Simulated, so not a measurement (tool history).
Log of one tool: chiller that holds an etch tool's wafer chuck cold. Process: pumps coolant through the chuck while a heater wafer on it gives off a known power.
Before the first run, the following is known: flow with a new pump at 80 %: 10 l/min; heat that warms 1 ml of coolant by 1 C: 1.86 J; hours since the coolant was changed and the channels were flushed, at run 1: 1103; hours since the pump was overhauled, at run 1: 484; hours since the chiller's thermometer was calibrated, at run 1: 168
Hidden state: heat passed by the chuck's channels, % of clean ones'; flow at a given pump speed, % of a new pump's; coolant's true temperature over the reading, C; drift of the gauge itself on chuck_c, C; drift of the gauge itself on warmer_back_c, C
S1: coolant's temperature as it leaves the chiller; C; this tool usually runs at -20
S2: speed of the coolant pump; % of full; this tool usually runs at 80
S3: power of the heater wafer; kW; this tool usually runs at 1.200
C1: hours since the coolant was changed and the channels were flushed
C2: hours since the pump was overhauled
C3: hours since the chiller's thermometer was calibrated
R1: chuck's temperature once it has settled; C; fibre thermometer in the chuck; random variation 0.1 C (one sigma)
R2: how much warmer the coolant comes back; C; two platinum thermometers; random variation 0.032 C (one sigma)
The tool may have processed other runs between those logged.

run,day,S1,S2,S3,C1,C2,C3,R1,R2
1,0.000,-20,80,1.200,1103,484,168,-12.1,3.86
2,8.033,-20,80,1.200,1295,677,361,-12.1,3.90
3,12.504,-20,80,1.200,1403,784,469,-12.2,3.86
4,16.825,-20,80,1.200,1506,888,572,-12.1,3.85
5,24.650,-20,80,1.200,1694,1076,760,-12.3,3.86
6,29.808,-20,80,1.200,1818,1199,884,-12.2,3.84
7,35.704,-20,80,1.200,1959,1341,1025,-12.2,3.81
8,40.371,-20,80,1.469,2071,1453,1137,-10.5,4.73
9,44.562,-20,80,0.889,2172,1554,1238,-14.5,2.87
10,52.296,-20,80,0.889,2358,1739,1423,-14.3,2.84
11,61.496,-20,80,1.200,2578,1960,1644,-12.2,3.90
12,69.488,-20,80,1.200,2770,2152,1836,-12.2,3.91
13,76.604,-20,80,1.200,2941,2323,2007,-12.3,3.88
14,81.433,-16,61,1.398,3057,2438,2123,-4.1,5.99
15,87.754,-27,61,0.699,3209,2590,2275,-21.0,3.00
# day 94.512: chiller's thermometer calibrated
16,96.404,-24,89,1.174,3415,2797,45,-17.0,3.37
17,101.083,-20,80,1.429,3528,2909,158,-10.8,4.62
18,107.483,-20,80,1.429,3681,3063,311,-10.7,4.67
19,115.092,-21,73,1.293,3864,3245,494,-11.8,4.60
20,120.583,-27,80,1.670,3996,3377,626,-16.1,5.42
21,129.688,-15,66,1.670,4214,3596,844,-2.0,6.63
22,136.483,-19,97,1.515,4377,3759,1007,-10.9,3.99
23,140.962,-14,75,0.781,4485,3866,1115,-8.7,2.76
24,147.362,-13,83,1.219,4638,4020,1268,-5.3,3.82
25,155.554,-27,73,1.153,4835,4216,1465,-18.8,4.14
26,162.700,-19,73,1.153,5006,4388,1636,-10.9,4.12

What if the next run were any one of these 5? Each begins from the tool's condition after run 26:
A,167.112,-19,69,0.685,5112,4494,1742,?,?
B,167.112,-28,68,1.153,5112,4494,1742,?,?
C,167.112,-20,60,1.200,5112,4494,1742,?,?
D,167.112,-13,65,1.094,5112,4494,1742,?,?
E,167.112,-19,79,1.091,5112,4494,1742,?,?

run,R1,R2
A,-13.9,2.59
B,-19.3,4.48
C,-9.6,5.22
D,-4.5,4.47
E,-11.7,3.59
Stripped of hidden state, with their random variation kept, the same runs would have yielded:
run,R1,R2
A,-13.9,2.59
B,-19.4,4.47
C,-9.6,5.21
D,-4.5,4.46
E,-11.7,3.58
